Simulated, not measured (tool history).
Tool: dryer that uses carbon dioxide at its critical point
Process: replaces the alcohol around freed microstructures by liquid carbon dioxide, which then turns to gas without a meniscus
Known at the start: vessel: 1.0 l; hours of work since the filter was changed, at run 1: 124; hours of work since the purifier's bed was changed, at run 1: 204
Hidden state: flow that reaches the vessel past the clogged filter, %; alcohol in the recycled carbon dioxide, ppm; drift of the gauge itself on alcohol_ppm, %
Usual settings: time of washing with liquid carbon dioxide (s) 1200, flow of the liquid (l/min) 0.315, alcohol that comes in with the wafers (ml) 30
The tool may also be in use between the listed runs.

run,hour,time of washing with liquid carbon dioxide (s),flow of the liquid (l/min),alcohol that comes in with the wafers (ml),hours of work since the filter was changed,hours of work since the purifier's bed was changed,alcohol left in the vessel before it's heated (ppm by volume)
1,0,1200,0.315,30,124,204,290
# hour 48.4: inlet filter changed
2,48.4,1200,0.315,30,0,242,201
3,81.6,1200,0.315,30,26,268,229
4,111.4,1740,0.315,30,50,292,108
5,171.9,1200,0.434,30,98,340,126
6,240.5,1200,0.315,30,153,395,371
# hour 254.7: inlet filter changed
7,307.9,1200,0.315,31,42,448,290
8,372.7,1200,0.315,31,94,499,347
9,434.3,1200,0.315,31,143,549,400
# hour 457.3: inlet filter changed
10,471,1200,0.315,30,11,577,312
11,525.4,1200,0.315,30,54,620,356
12,553.8,1080,0.43,22,77,643,235
13,623,1140,0.315,94,132,698,1099
14,652.9,1020,0.315,70,156,722,1353
# hour 660.5: inlet filter changed
# hour 685.8: purifier's bed changed
15,713.4,1020,0.315,70,40,22,785
16,755.6,1440,0.315,37,73,56,96
17,801.1,1440,0.315,37,110,92,125
18,840,1860,0.366,85,141,123,50
# hour 865.9: inlet filter changed
19,900.2,1860,0.366,85,27,170,58
20,942.5,1560,0.289,33,61,204,127
21,1005.7,1200,0.218,30,111,254,1029

3 ways to go on from here, each from the tool as it stands after run 21. What would each give?
A,1036.6,1140,0.218,30,136,279,?
B,1036.6,1020,0.322,64,136,279,?
C,1036.6,1200,0.456,30,136,279,?

run,alcohol left in the vessel before it's heated (ppm by volume)
A,1258
B,999
C,112
Without the tool's hidden state the same runs would have given:
run,alcohol left in the vessel before it's heated (ppm by volume)
A,795
B,551
C,16

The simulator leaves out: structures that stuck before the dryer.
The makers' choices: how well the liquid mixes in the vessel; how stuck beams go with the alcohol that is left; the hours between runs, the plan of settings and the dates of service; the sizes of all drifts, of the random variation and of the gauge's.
